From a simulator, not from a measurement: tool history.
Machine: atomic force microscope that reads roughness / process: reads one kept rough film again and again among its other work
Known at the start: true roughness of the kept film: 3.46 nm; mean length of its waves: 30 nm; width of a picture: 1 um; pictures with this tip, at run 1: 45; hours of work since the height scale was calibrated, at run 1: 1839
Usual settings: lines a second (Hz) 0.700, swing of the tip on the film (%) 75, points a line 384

run      day  lines a second (Hz)  swing of the tip on the film (%)  points a line  pictures with this tip  hours of work since the height scale was calibrated  roughness of the kept film (nm (root mean square))
  1    0.000                0.700                                75            384                      45                                                 1839                                               2.792
       1.383  -- new tip fitted
  2    3.346                0.700                                75            384                      69                                                 1885                                               2.581
       3.971  -- new tip fitted
  3    4.796                0.819                                75            384                      28                                                 1906                                               2.846
       6.496  -- new tip fitted
  4    7.062                0.819                                75            384                      20                                                 1937                                               2.942
       9.083  -- new tip fitted
  5    9.329                0.700                                75            384                       9                                                 1969                                               3.000
  6   11.062                0.700                                75            384                      69                                                 1993                                               2.599
      11.646  -- new tip fitted
  7   13.942                0.700                                75            384                      80                                                 2033                                               2.550
      14.254  -- new tip fitted
  8   16.567                1.169                                75            384                      80                                                 2070                                               2.512
      16.833  -- new tip fitted
      19.292  -- new tip fitted
  9   19.508                1.169                                75            384                       8                                                 2111                                               2.974
      21.729  -- new tip fitted
 10   21.729                1.169                                75            384                       0                                                 2142                                               3.056
      24.208  -- new tip fitted
 11   24.875                0.700                                75            384                      23                                                 2185                                               2.872
      26.729  -- new tip fitted
 12   26.867                0.700                                75            384                       5                                                 2213                                               3.047
      29.217  -- new tip fitted
 13   29.925                3.194                                75            384                      24                                                 2256                                               2.754
 14   31.438                2.765                                75            384                      77                                                 2277                                               2.450
      31.612  -- new tip fitted
 15   33.488                1.240                                75            384                      65                                                 2306                                               2.625
      34.154  -- new tip fitted
 16   36.133                0.700                                89            384                      69                                                 2343                                               2.594
      36.742  -- new tip fitted
 17   38.546                3.333                                89            384                      63                                                 2376                                               2.344
      39.267  -- new tip fitted
 18   40.496                3.333                                89            384                      43                                                 2403                                               2.465
      41.788  -- new tip fitted
      42.433  -- height scale calibrated on a step standard
 19   43.308                2.414                                75            384                      51                                                   12                                               2.641
      44.267  -- new tip fitted
 20   46.258                2.414                                75            384                      70                                                   53                                               2.508
      46.800  -- new tip fitted
 21   48.921                0.700                                75            384                      74                                                   91                                               2.606
      49.233  -- new tip fitted
 22   50.862                0.700                                75            384                      57                                                  118                                               2.722
      51.708  -- new tip fitted
 23   53.004                0.700                                75            384                      46                                                  147                                               2.806
      54.179  -- new tip fitted
 24   54.942                0.700                                75            384                      27                                                  174                                               2.907
      56.762  -- new tip fitted
 25   57.283                1.049                                75            384                      18                                                  207                                               2.979
      59.212  -- new tip fitted
 26   59.212                0.700                                65            350                       0                                                  234                                               3.139
      61.771  -- new tip fitted
 27   62.517                0.874                                75            507                      26                                                  280                                               2.898
      64.283  -- new tip fitted
 28   64.525                0.874                                75            507                       8                                                  308                                               3.046
 29   65.925                0.874                                75            507                      57                                                  328                                               2.702
      66.771  -- new tip fitted
 30   67.521                2.391                                75            384                      26                                                  350                                               2.818
      69.204  -- new tip fitted
 31   70.729                1.805                                75            448                      54                                                  395                                               2.633
      71.712  -- new tip fitted
 32   72.992                0.825                                75            584                      45                                                  426                                               2.767
      74.167  -- new tip fitted
 33   76.342                1.496                                70            384                      76                                                  473                                               2.519
      76.654  -- new tip fitted
 34   77.883                1.496                                70            384                      43                                                  494                                               2.748
      79.112  -- new tip fitted
 35   80.004                0.787                                78            384                      31                                                  524                                               2.849
      81.488  -- new tip fitted
 36   82.429                0.787                                78            384                      32                                                  558                                               2.861
      83.896  -- new tip fitted
 37   84.088                0.742                                72            840                       7                                                  581                                               3.096
      86.500  -- new tip fitted
 38   86.992                0.627                                75            297                      18                                                  621                                               2.967
      88.942  -- new tip fitted
 39   89.196                0.627                                75            297                       9                                                  652                                               2.999
      91.388  -- new tip fitted
 40   91.479                2.099                                62            424                       3                                                  684                                               3.061
      93.904  -- new tip fitted
 41   94.854                0.700                                69            373                      34                                                  731                                               2.855
      96.408  -- new tip fitted
 42   96.671                0.628                                75            263                       9                                                  756                                               3.042
      98.950  -- new tip fitted
 43   99.358                0.820                                86            263                      15                                                  794                                               2.950
     101.442  -- new tip fitted
 44  102.096                1.672                                63            597                      23                                                  832                                               2.900
     103.833  -- new tip fitted
 45  104.912                1.672                                87            597                      37                                                  871                                               2.686
     106.346  -- new tip fitted
 46  107.079                0.579                                81            982                      26                                                  901                                               2.939
     108.754  -- new tip fitted
 47  109.850                0.743                                68            357                      39                                                  940                                               2.833
     111.212  -- new tip fitted
 48  112.225                2.214                                55            428                      35                                                  973                                               2.838
     113.679  -- new tip fitted
 49  115.592                1.087                                56            645                      67                                                 1020                                               2.654

Alternative continuations, all from the tool just after run 49; predict every row:
     116.054  -- new tip fitted
  A  117.800                2.200                                56            645                      61                                                 1051                                                   ?
     116.054  -- new tip fitted
  B  117.800                1.301                                75            384                      61                                                 1051                                                   ?
     116.054  -- new tip fitted
  C  117.800                1.903                                72            610                      61                                                 1051                                                   ?
     116.054  -- new tip fitted
  D  117.800                0.700                                59            384                      61                                                 1051                                                   ?

run  roughness of the kept film (nm (root mean square))
  A                                               2.734
  B                                               2.664
  C                                               2.664
  D                                               2.785
Stripped of hidden state, with their random variation kept, the same runs would have yielded:
run  roughness of the kept film (nm (root mean square))
  A                                               3.159
  B                                               3.079
  C                                               3.078
  D                                               3.215
